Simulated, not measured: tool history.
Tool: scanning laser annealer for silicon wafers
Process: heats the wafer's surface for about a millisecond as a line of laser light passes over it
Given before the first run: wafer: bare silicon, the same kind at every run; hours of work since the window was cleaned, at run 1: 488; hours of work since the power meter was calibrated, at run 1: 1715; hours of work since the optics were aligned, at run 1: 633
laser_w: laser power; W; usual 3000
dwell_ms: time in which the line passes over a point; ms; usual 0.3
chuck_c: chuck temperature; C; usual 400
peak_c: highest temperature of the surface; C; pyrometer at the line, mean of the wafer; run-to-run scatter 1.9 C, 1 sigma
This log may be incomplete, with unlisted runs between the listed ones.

| run | day | laser_w | dwell_ms | chuck_c | hours of work since the window was cleaned | hours of work since the power meter was calibrated | hours of work since the optics were aligned | peak_c |
|---|---|---|---|---|---|---|---|---|
| 1 | 0 | 3000 | 0.3 | 400 | 488 | 1715 | 633 | 1090 |
| 2 | 2.962 | 3000 | 0.3 | 407 | 539 | 1766 | 683 | 1093 |
|  | 4.721 | optics aligned, line set to its width |
| 3 | 4.729 | 3000 | 0.3 | 407 | 565 | 1792 | 0 | 1105 |
| 4 | 7.112 | 2575 | 0.3 | 407 | 606 | 1833 | 41 | 990 |
| 5 | 9.229 | 3000 | 0.3 | 400 | 642 | 1869 | 77 | 1093 |
| 6 | 10.917 | 3000 | 0.3 | 400 | 671 | 1898 | 106 | 1090 |
| 7 | 12.296 | 3000 | 0.3 | 400 | 695 | 1922 | 130 | 1092 |
| 8 | 14.075 | 3000 | 0.3 | 400 | 725 | 1952 | 160 | 1087 |
|  | 14.746 | window over the wafer cleaned |
| 9 | 15.7 | 3000 | 0.3 | 400 | 16 | 1979 | 187 | 1115 |
| 10 | 18.612 | 3000 | 0.3 | 400 | 66 | 2029 | 236 | 1109 |
| 11 | 21.175 | 3000 | 0.3 | 407 | 110 | 2072 | 280 | 1118 |
| 12 | 22.433 | 3000 | 0.3 | 407 | 132 | 2094 | 302 | 1115 |
| 13 | 24.196 | 2850 | 0.226 | 412 | 162 | 2124 | 332 | 998 |
| 14 | 25.783 | 3000 | 0.3 | 434 | 189 | 2151 | 359 | 1140 |
| 15 | 27.721 | 3000 | 0.3 | 434 | 222 | 2184 | 392 | 1134 |
| 16 | 30.092 | 3161 | 0.258 | 383 | 263 | 2225 | 433 | 1071 |
|  | 30.433 | laser's power meter calibrated |
| 17 | 32.108 | 3161 | 0.258 | 383 | 295 | 29 | 465 | 1068 |
| 18 | 34.346 | 3037 | 0.253 | 432 | 333 | 67 | 504 | 1078 |
| 19 | 35.708 | 2777 | 0.214 | 360 | 357 | 90 | 527 | 900 |
| 20 | 37.571 | 3000 | 0.211 | 417 | 389 | 122 | 559 | 997 |
| 21 | 39.079 | 2705 | 0.3 | 400 | 414 | 148 | 585 | 1014 |
| 22 | 41.896 | 2872 | 0.25 | 380 | 463 | 196 | 633 | 979 |

Forecast run 23:
| 23 | 44.238 | 2894 | 0.225 | 435 | 503 | 236 | 673 | ? |

peak_c: 1007 C
If the tool had no hidden condition, the same run with the same run-to-run variation would have returned peak_c 1049 C.
